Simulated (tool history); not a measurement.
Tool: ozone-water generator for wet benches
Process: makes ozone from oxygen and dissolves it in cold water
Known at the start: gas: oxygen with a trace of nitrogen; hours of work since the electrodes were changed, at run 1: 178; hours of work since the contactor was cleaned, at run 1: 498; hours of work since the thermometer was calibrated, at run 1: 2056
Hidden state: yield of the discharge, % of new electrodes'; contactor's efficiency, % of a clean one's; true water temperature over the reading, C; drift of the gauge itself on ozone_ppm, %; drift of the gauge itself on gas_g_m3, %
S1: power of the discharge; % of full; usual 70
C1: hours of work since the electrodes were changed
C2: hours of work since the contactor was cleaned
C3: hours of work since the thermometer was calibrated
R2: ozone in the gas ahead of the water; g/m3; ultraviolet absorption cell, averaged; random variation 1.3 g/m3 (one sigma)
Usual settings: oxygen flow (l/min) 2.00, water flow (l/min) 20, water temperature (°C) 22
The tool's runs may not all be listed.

run 1 hour=0.0 | S1=70 oxygen_flow_(l/min)=2.00 water_flow_(l/min)=20 water_temperature_(°C)=22 | C1=178 C2=498 C3=2056 | dissolved_ozone_(ppm)=11.2 R2=246.2
run 2 hour=42.4 | S1=75 oxygen_flow_(l/min)=2.00 water_flow_(l/min)=20 water_temperature_(°C)=22 | C1=209 C2=528 C3=2087 | dissolved_ozone_(ppm)=11.6 R2=253.8
run 3 hour=115.9 | S1=75 oxygen_flow_(l/min)=2.00 water_flow_(l/min)=12 water_temperature_(°C)=22 | C1=262 C2=582 C3=2140 | dissolved_ozone_(ppm)=19.8 R2=257.3
run 4 hour=181.0 | S1=60 oxygen_flow_(l/min)=2.00 water_flow_(l/min)=12 water_temperature_(°C)=22 | C1=310 C2=629 C3=2188 | dissolved_ozone_(ppm)=17.6 R2=227.0
run 5 hour=241.1 | S1=70 oxygen_flow_(l/min)=2.00 water_flow_(l/min)=20 water_temperature_(°C)=30 | C1=353 C2=672 C3=2231 | dissolved_ozone_(ppm)=10.6 R2=244.2
run 6 hour=315.1 | S1=42 oxygen_flow_(l/min)=2.00 water_flow_(l/min)=20 water_temperature_(°C)=22 | C1=407 C2=726 C3=2285 | dissolved_ozone_(ppm)=8.7 R2=189.0
run 7 hour=350.6 | S1=70 oxygen_flow_(l/min)=2.00 water_flow_(l/min)=20 water_temperature_(°C)=22 | C1=433 C2=752 C3=2311 | dissolved_ozone_(ppm)=11.3 R2=246.5
run 8 hour=413.1 | S1=70 oxygen_flow_(l/min)=2.00 water_flow_(l/min)=20 water_temperature_(°C)=22 | C1=478 C2=797 C3=2356 | dissolved_ozone_(ppm)=11.2 R2=245.8
run 9 hour=451.3 | S1=70 oxygen_flow_(l/min)=2.00 water_flow_(l/min)=20 water_temperature_(°C)=22 | C1=505 C2=825 C3=2384 | dissolved_ozone_(ppm)=11.0 R2=242.1
run 10 hour=492.4 | S1=61 oxygen_flow_(l/min)=2.00 water_flow_(l/min)=20 water_temperature_(°C)=22 | C1=535 C2=854 C3=2413 | dissolved_ozone_(ppm)=10.4 R2=227.8
run 11 hour=559.0 | S1=40 oxygen_flow_(l/min)=2.00 water_flow_(l/min)=20 water_temperature_(°C)=22 | C1=584 C2=903 C3=2462 | dissolved_ozone_(ppm)=8.3 R2=184.0
run 12 hour=591.6 | S1=40 oxygen_flow_(l/min)=2.00 water_flow_(l/min)=20 water_temperature_(°C)=22 | C1=607 C2=926 C3=2485 | dissolved_ozone_(ppm)=8.4 R2=184.6
run 13 hour=628.2 | S1=70 oxygen_flow_(l/min)=1.43 water_flow_(l/min)=20 water_temperature_(°C)=22 | C1=634 C2=953 C3=2512 | dissolved_ozone_(ppm)=10.4 R2=296.7
run 14 hour=689.6 | S1=70 oxygen_flow_(l/min)=1.43 water_flow_(l/min)=13 water_temperature_(°C)=21 | C1=678 C2=997 C3=2556 | dissolved_ozone_(ppm)=17.0 R2=296.4
run 15 hour=736.4 | S1=82 oxygen_flow_(l/min)=2.00 water_flow_(l/min)=20 water_temperature_(°C)=22 | C1=712 C2=1031 C3=2590 | dissolved_ozone_(ppm)=12.0 R2=265.7
run 16 hour=780.2 | S1=92 oxygen_flow_(l/min)=3.51 water_flow_(l/min)=19 water_temperature_(°C)=20 | C1=744 C2=1063 C3=2622 | dissolved_ozone_(ppm)=14.3 R2=201.1
run 17 hour=855.7 | S1=44 oxygen_flow_(l/min)=2.55 water_flow_(l/min)=28 water_temperature_(°C)=15 | C1=799 C2=1118 C3=2677 | dissolved_ozone_(ppm)=6.7 R2=167.1
run 18 hour=898.2 | S1=44 oxygen_flow_(l/min)=2.55 water_flow_(l/min)=28 water_temperature_(°C)=18 | C1=829 C2=1149 C3=2707 | dissolved_ozone_(ppm)=6.1 R2=166.8
run 19 hour=965.2 | S1=70 oxygen_flow_(l/min)=2.00 water_flow_(l/min)=24 water_temperature_(°C)=15 | C1=878 C2=1197 C3=2756 | dissolved_ozone_(ppm)=9.5 R2=243.9
run 20 hour=1012.6 | S1=70 oxygen_flow_(l/min)=3.42 water_flow_(l/min)=31 water_temperature_(°C)=22 | C1=912 C2=1231 C3=2790 | dissolved_ozone_(ppm)=7.2 R2=174.8
run 21 hour=1051.5 | S1=70 oxygen_flow_(l/min)=1.24 water_flow_(l/min)=19 water_temperature_(°C)=21 | C1=940 C2=1260 C3=2818 | dissolved_ozone_(ppm)=10.8 R2=321.9
run 22 hour=1089.1 | S1=70 oxygen_flow_(l/min)=1.24 water_flow_(l/min)=30 water_temperature_(°C)=21 | C1=968 C2=1287 C3=2846 | dissolved_ozone_(ppm)=6.0 R2=320.4
run 23 hour=1170.0 | S1=70 oxygen_flow_(l/min)=1.24 water_flow_(l/min)=30 water_temperature_(°C)=21 | C1=1026 C2=1345 C3=2904 | dissolved_ozone_(ppm)=6.2 R2=321.3
run 24 hour=1244.8 | S1=70 oxygen_flow_(l/min)=1.24 water_flow_(l/min)=30 water_temperature_(°C)=21 | C1=1081 C2=1400 C3=2959 | dissolved_ozone_(ppm)=5.9 R2=320.6
run 25 hour=1286.5 | S1=55 oxygen_flow_(l/min)=1.78 water_flow_(l/min)=13 water_temperature_(°C)=29 | C1=1111 C2=1430 C3=2989 | dissolved_ozone_(ppm)=14.0 R2=228.8

Forecast each of these 3 alternatives for the next run:
run A hour=1355.5 | S1=70 oxygen_flow_(l/min)=2.00 water_flow_(l/min)=16 water_temperature_(°C)=28 | C1=1161 C2=1480 C3=3039 | dissolved_ozone_(ppm)=? R2=?
run B hour=1355.5 | S1=55 oxygen_flow_(l/min)=1.78 water_flow_(l/min)=13 water_temperature_(°C)=19 | C1=1161 C2=1480 C3=3039 | dissolved_ozone_(ppm)=? R2=?
run C hour=1355.5 | S1=55 oxygen_flow_(l/min)=2.54 water_flow_(l/min)=13 water_temperature_(°C)=29 | C1=1161 C2=1480 C3=3039 | dissolved_ozone_(ppm)=? R2=?

run=A dissolved_ozone_(ppm)=13.0 R2=240.0
run=B dissolved_ozone_(ppm)=15.7 R2=230.4
run=C dissolved_ozone_(ppm)=13.9 R2=185.4
Without the tool's hidden state the same runs would have given:
run=A dissolved_ozone_(ppm)=13.6 R2=246.0
run=B dissolved_ozone_(ppm)=16.3 R2=235.4
run=C dissolved_ozone_(ppm)=14.4 R2=189.5

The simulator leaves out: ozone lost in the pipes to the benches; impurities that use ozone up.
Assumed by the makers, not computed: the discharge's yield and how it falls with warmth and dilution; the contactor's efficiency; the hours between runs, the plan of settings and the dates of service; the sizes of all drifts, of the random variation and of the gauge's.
